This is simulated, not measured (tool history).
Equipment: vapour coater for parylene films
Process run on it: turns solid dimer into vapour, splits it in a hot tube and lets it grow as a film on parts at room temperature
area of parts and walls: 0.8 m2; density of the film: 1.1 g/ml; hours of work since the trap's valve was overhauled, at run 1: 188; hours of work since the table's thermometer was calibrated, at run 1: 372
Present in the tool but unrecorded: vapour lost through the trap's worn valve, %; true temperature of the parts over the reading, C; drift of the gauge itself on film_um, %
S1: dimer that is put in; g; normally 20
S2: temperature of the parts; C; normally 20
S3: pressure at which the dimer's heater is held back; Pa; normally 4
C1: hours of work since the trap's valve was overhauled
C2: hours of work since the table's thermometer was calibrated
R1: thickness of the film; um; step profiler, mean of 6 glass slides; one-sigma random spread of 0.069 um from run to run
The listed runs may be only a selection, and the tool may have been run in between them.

run 1 hour=0 | S1=20 S2=20 S3=4 | C1=188 C2=372 | R1=16.34
run 2 hour=11.6 | S1=20 S2=20 S3=4 | C1=197 C2=380 | R1=16.4
run 3 hour=26.4 | S1=20 S2=20 S3=4 | C1=207 C2=391 | R1=16.56
-- hour=38.3 trap's valve overhauled
run 4 hour=43.8 | S1=20 S2=20 S3=4 | C1=4 C2=401 | R1=16.58
run 5 hour=57.8 | S1=20 S2=20 S3=4 | C1=14 C2=411 | R1=16.57
run 6 hour=65.3 | S1=20 S2=20 S3=4 | C1=20 C2=417 | R1=16.56
run 7 hour=79.2 | S1=20 S2=20 S3=4 | C1=30 C2=427 | R1=16.54
run 8 hour=94.3 | S1=20 S2=20 S3=4 | C1=41 C2=438 | R1=16.48
run 9 hour=104.4 | S1=20 S2=20 S3=11.82 | C1=49 C2=446 | R1=14.76
run 10 hour=120.5 | S1=20 S2=20 S3=11.82 | C1=61 C2=457 | R1=14.73
run 11 hour=136.8 | S1=20 S2=20 S3=11.82 | C1=73 C2=469 | R1=14.83
run 12 hour=144.3 | S1=20 S2=18 S3=4 | C1=78 C2=475 | R1=18.09
run 13 hour=157 | S1=20 S2=20 S3=4 | C1=87 C2=484 | R1=16.69
run 14 hour=169.4 | S1=20 S2=20 S3=4 | C1=97 C2=494 | R1=16.45
run 15 hour=185.7 | S1=20 S2=20 S3=4 | C1=109 C2=506 | R1=16.49
run 16 hour=202.1 | S1=15 S2=20 S3=2.77 | C1=121 C2=518 | R1=12.93
run 17 hour=209.7 | S1=25 S2=19 S3=4.8 | C1=126 C2=523 | R1=21.24
run 18 hour=218.9 | S1=25 S2=21 S3=2.52 | C1=133 C2=530 | R1=20.94
run 19 hour=233.3 | S1=25 S2=21 S3=2.52 | C1=144 C2=541 | R1=21.01
run 20 hour=247.9 | S1=17 S2=31 S3=2.52 | C1=154 C2=551 | R1=9.49
run 21 hour=255.9 | S1=16 S2=19 S3=6.33 | C1=160 C2=557 | R1=13.09
run 22 hour=269.6 | S1=33 S2=19 S3=2.87 | C1=170 C2=567 | R1=29.61
run 23 hour=285 | S1=9 S2=14 S3=3.39 | C1=182 C2=579 | R1=9.74
run 24 hour=295.2 | S1=9 S2=14 S3=3.39 | C1=189 C2=586 | R1=9.72
run 25 hour=309.4 | S1=9 S2=14 S3=3.39 | C1=200 C2=597 | R1=9.69
run 26 hour=320.5 | S1=13 S2=14 S3=5.22 | C1=208 C2=605 | R1=13.49
-- hour=331.2 trap's valve overhauled
run 27 hour=335.7 | S1=16 S2=27 S3=2.65 | C1=3 C2=613 | R1=10.56
run 28 hour=349 | S1=34 S2=27 S3=5.77 | C1=13 C2=623 | R1=20.63
run 29 hour=365.6 | S1=20 S2=14 S3=4.61 | C1=25 C2=635 | R1=21.02
run 30 hour=382.1 | S1=18 S2=14 S3=4.61 | C1=38 C2=647 | R1=19

Here are 3 independent what-if runs from the current tool condition. What would each one return?
-- hour=385 gauge calibrated
run A hour=393.2 | S1=18 S2=14 S3=3.73 | C1=46 C2=655 | R1=?
-- hour=385 gauge calibrated
run B hour=393.2 | S1=20 S2=20 S3=2.13 | C1=46 C2=655 | R1=?
-- hour=385 gauge calibrated
run C hour=393.2 | S1=9 S2=14 S3=4.61 | C1=46 C2=655 | R1=?

run=A R1=18.89
run=B R1=17.45
run=C R1=9.26
With no hidden state in the tool, these same runs would have given:
run=A R1=18.89
run=B R1=17.45
run=C R1=9.26

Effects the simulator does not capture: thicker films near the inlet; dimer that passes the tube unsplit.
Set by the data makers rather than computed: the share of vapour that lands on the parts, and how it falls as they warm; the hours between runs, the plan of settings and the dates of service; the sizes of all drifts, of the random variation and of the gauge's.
